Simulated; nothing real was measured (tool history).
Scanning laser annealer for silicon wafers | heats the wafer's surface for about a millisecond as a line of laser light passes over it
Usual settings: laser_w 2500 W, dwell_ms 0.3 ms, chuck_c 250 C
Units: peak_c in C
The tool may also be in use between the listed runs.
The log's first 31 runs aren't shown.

Run 32, hour 749.6: usual settings but laser_w 2306 W, dwell_ms 0.27 ms, chuck_c 241 C. Result: peak_c 878 C.
Run 33, hour 764.4: usual settings but laser_w 2302 W, dwell_ms 0.34 ms, chuck_c 230 C. Result: peak_c 961 C.
Run 34, hour 797.9: usual settings but laser_w 2302 W, dwell_ms 0.256 ms, chuck_c 265 C. Result: peak_c 885 C.
Run 35, hour 821.1: usual settings but laser_w 2302 W, dwell_ms 0.232 ms, chuck_c 268 C. Result: peak_c 847 C.
Run 36, hour 844.9: usual settings but laser_w 2160 W, dwell_ms 0.305 ms, chuck_c 275 C. Result: peak_c 912 C.
Run 37, hour 873: usual settings. Result: peak_c 993 C.
Run 38, hour 902.2: usual settings. Result: peak_c 993 C.
Run 39, hour 934.5: usual settings. Result: peak_c 993 C.
Run 40, hour 954.9: usual settings but laser_w 2588 W. Result: peak_c 1024 C.
Run 41, hour 973.3: usual settings but laser_w 2588 W. Result: peak_c 1024 C.
At hour 995.7: optics aligned, line set to its width.
Run 42, hour 1001.5: usual settings but laser_w 2648 W, dwell_ms 0.223 ms, chuck_c 266 C. Result: peak_c 933 C.

3 ways to go on from here, each from the tool as it stands after run 42. What would each give?
Run A, hour 1019.5: usual settings but dwell_ms 0.315 ms. Result: peak_c ?.
Run B, hour 1019.5: usual settings but laser_w 2648 W, dwell_ms 0.223 ms, chuck_c 286 C. Result: peak_c ?.
Run C, hour 1019.5: usual settings but laser_w 2575 W, dwell_ms 0.253 ms. Result: peak_c ?.

run  peak_c
  A    1017
  B     951
  C     944
Without the tool's hidden state the same runs would have given:
run  peak_c
  A    1017
  B     952
  C     945

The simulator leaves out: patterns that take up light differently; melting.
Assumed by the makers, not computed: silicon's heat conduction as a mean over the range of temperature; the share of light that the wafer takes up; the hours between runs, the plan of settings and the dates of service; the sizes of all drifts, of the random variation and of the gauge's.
